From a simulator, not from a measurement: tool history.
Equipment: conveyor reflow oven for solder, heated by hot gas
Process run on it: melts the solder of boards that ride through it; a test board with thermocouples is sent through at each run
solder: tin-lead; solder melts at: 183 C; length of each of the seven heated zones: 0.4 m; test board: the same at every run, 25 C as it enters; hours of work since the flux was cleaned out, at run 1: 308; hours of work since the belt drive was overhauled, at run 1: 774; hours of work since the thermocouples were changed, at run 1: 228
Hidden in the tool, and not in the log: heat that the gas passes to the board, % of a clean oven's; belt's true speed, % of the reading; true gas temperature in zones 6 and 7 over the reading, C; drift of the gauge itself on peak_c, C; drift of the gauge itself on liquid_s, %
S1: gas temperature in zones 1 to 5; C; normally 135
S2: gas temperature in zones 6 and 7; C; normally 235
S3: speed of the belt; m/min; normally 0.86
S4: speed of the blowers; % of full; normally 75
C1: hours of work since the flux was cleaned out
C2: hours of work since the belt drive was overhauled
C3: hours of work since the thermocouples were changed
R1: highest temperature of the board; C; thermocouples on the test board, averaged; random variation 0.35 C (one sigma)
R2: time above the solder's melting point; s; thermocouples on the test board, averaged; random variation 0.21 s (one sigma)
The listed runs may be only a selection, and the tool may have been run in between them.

run,hour,S1,S2,S3,S4,C1,C2,C3,R1,R2
1,0,135,235,0.86,75,308,774,228,217.1,40.5
2,34.6,135,235,0.86,75,329,794,248,216.2,40.7
# hour 52: flux residue cleaned out of gas plates and filters
3,71.6,135,235,0.86,75,12,813,267,217.5,42
4,103.6,135,235,0.86,75,31,832,286,217.6,41.9
5,132.3,135,235,0.869,75,48,849,303,217.6,41.1
6,159.8,135,235,0.86,75,64,866,320,217.9,41.5
7,183.6,135,226,0.86,75,78,880,334,209.3,36.8
8,215.3,135,226,0.86,75,97,899,353,209,36.7
9,238.3,135,235,0.86,75,111,912,367,217.3,41.6
10,275.2,135,235,0.86,75,133,934,389,216.8,41.6
11,296.2,135,235,0.86,75,145,947,401,217.6,40.9
12,338.9,135,230,0.86,75,171,972,426,213.2,38.7
13,379.9,135,230,0.86,75,195,997,451,212.8,38.3
14,421,135,230,0.86,75,220,1021,475,212.5,38.8
15,441.4,135,235,0.86,75,232,1033,487,216.4,40.8
16,468.4,135,235,0.86,75,248,1049,504,216.9,41
17,497.9,135,235,0.86,75,265,1067,521,217,40.9
18,522.2,130,236,0.86,61,280,1081,536,213.1,36.9
19,541.6,130,236,0.86,61,291,1093,547,212.7,37.4
20,568.1,145,246,0.779,83,307,1109,563,232.2,56.5
21,606.1,145,246,0.779,83,330,1131,585,231.5,56
# hour 620: flux residue cleaned out of gas plates and filters
22,650.3,135,235,0.898,76,18,1155,609,216.3,39.4
23,689.2,137,235,1.023,75,41,1178,632,211.8,31.6
24,721.2,150,237,0.804,75,60,1197,651,223.8,52.9
25,762.8,150,237,0.804,75,85,1222,676,223.5,52.5
26,794.4,139,235,0.86,75,104,1241,695,216.9,43.4
27,834.7,139,230,0.86,57,128,1264,719,209.7,36.5
28,853.6,122,235,0.85,57,139,1276,730,210.2,33.3
29,896.6,135,235,0.759,87,165,1301,755,223.6,51.3
30,929.1,135,226,0.759,64,184,1321,775,210.7,42.9

3 options for the next run, each taken on its own from the tool as it stands now. Forecast them:
A,947.3,135,246,0.759,78,195,1332,786,?,?
B,947.3,143,226,0.726,51,195,1332,786,?,?
C,947.3,130,235,0.86,75,195,1332,786,?,?

run,R1,R2
A,231.9,55.2
B,210.3,46.9
C,215.6,39.5
The same runs, with their run-to-run variation unchanged, on a tool lacking any hidden condition would have given:
run,R1,R2
A,232.6,54.5
B,210.8,46.5
C,216.4,39.3

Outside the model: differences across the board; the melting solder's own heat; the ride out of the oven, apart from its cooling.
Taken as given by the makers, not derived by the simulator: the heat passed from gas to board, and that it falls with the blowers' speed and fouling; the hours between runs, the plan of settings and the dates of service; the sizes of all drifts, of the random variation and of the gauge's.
